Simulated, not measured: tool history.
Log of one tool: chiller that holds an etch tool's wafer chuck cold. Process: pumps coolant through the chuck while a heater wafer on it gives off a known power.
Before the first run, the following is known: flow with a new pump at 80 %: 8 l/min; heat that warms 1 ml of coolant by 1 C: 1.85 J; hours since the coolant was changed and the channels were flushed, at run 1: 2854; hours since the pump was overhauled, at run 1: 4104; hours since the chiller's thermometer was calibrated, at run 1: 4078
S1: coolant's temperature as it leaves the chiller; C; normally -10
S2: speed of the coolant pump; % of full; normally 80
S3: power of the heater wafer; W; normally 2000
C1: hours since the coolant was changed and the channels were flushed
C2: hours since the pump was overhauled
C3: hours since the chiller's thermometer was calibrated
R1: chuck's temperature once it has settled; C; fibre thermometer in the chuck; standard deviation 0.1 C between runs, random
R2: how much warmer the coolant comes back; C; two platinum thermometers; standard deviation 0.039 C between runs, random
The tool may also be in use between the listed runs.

Run 1, hour 0: usual settings; C1 2854; C2 4104; C3 4078. Result: R1 13 C, R2 9.06 C.
Run 2, hour 51.2: usual settings but S2 61 % of full; C1 2905; C2 4156; C3 4129. Result: R1 19.4 C, R2 11.69 C.
Run 3, hour 126.6: usual settings but S2 61 % of full; C1 2980; C2 4231; C3 4204. Result: R1 19.6 C, R2 11.71 C.
Run 4, hour 179.7: usual settings; C1 3033; C2 4284; C3 4257. Result: R1 13.4 C, R2 9.02 C.
Run 5, hour 283.8: usual settings but S3 1849 W; C1 3137; C2 4388; C3 4362. Result: R1 11.7 C, R2 8.49 C.
Run 6, hour 367.6: usual settings but S1 -11 C; C1 3221; C2 4472; C3 4445. Result: R1 12.6 C, R2 9.13 C.
Run 7, hour 442.1: usual settings but S1 -18 C; C1 3296; C2 4547; C3 4520. Result: R1 5.6 C, R2 9.15 C.
Run 8, hour 500.6: usual settings but S1 -18 C; C1 3354; C2 4605; C3 4578. Result: R1 5.8 C, R2 9.11 C.
Run 9, hour 569.6: usual settings but S1 -18 C; C1 3423; C2 4674; C3 4647. Result: R1 5.9 C, R2 9.17 C.
Run 10, hour 668.5: usual settings; C1 3522; C2 4773; C3 4746. Result: R1 14.1 C, R2 9.19 C.
Run 11, hour 761.9: usual settings; C1 3615; C2 4866; C3 4840. Result: R1 14.2 C, R2 9.21 C.
Run 12, hour 832: usual settings; C1 3686; C2 4936; C3 4910. Result: R1 14.2 C, R2 9.2 C.
At hour 893.4: coolant pump overhauled.
Run 13, hour 903.5: usual settings; C1 3752; C2 10; C3 4976. Result: R1 11.6 C, R2 8.18 C.
At hour 937: chiller's thermometer calibrated.
Run 14, hour 997.5: usual settings but S1 -7 C, S2 82 % of full, S3 1332 W; C1 3845; C2 103; C3 61. Result: R1 6.9 C, R2 5.35 C.
Run 15, hour 1076.1: usual settings but S1 -2 C, S2 70 % of full, S3 2074 W; C1 3924; C2 182; C3 139. Result: R1 23.2 C, R2 9.62 C.
Run 16, hour 1125.4: usual settings but S1 -5 C, S2 66 % of full; C1 3973; C2 231; C3 188. Result: R1 20.6 C, R2 9.83 C.
Run 17, hour 1203.7: usual settings but S2 81 % of full; C1 4051; C2 309; C3 267. Result: R1 11.7 C, R2 8.03 C.
Run 18, hour 1296.4: usual settings but S1 -20 C; C1 4144; C2 402; C3 359. Result: R1 2 C, R2 8.21 C.
Run 19, hour 1373.5: usual settings but S1 -20 C; C1 4221; C2 479; C3 437. Result: R1 2.2 C, R2 8.2 C.
Run 20, hour 1449.3: usual settings but S3 2220 W; C1 4297; C2 555; C3 512. Result: R1 14.6 C, R2 9.1 C.
Run 21, hour 1513.9: usual settings but S2 91 % of full, S3 1884 W; C1 4362; C2 619; C3 577. Result: R1 8.8 C, R2 6.82 C.
Run 22, hour 1558.2: usual settings but S2 91 % of full, S3 1884 W; C1 4406; C2 664; C3 621. Result: R1 8.6 C, R2 6.89 C.
Run 23, hour 1651.3: usual settings but S1 -20 C, S2 62 % of full; C1 4499; C2 757; C3 714. Result: R1 7.7 C, R2 10.61 C.
Run 24, hour 1722.1: usual settings but S1 -4 C, S2 74 % of full, S3 2931 W; C1 4570; C2 828; C3 785. Result: R1 31.1 C, R2 13.14 C.

Each row is a separate what-if for the run after 24, all from the same tool condition, not one after another. Results?
Run A, hour 1765.9: usual settings but S3 1242 W; C1 4613; C2 871; C3 829. Result: R1 ?, R2 ?.
Run B, hour 1765.9: usual settings but S1 -4 C, S2 68 % of full, S3 2931 W; C1 4613; C2 871; C3 829. Result: R1 ?, R2 ?.
Run C, hour 1765.9: usual settings but S1 -5 C, S2 82 % of full, S3 1373 W; C1 4613; C2 871; C3 829. Result: R1 ?, R2 ?.
Run D, hour 1765.9: usual settings but S2 79 % of full, S3 2041 W; C1 4613; C2 871; C3 829. Result: R1 ?, R2 ?.

run    R1    R2
  A   4.1  5.18
  B  33.9  14.1
  C  10.1   5.6
  D  13.1  8.56
Had the tool no hidden state, the same runs would have come out as:
run    R1    R2
  A     2  5.07
  B  28.4  13.8
  C   7.8  5.48
  D   9.7  8.38

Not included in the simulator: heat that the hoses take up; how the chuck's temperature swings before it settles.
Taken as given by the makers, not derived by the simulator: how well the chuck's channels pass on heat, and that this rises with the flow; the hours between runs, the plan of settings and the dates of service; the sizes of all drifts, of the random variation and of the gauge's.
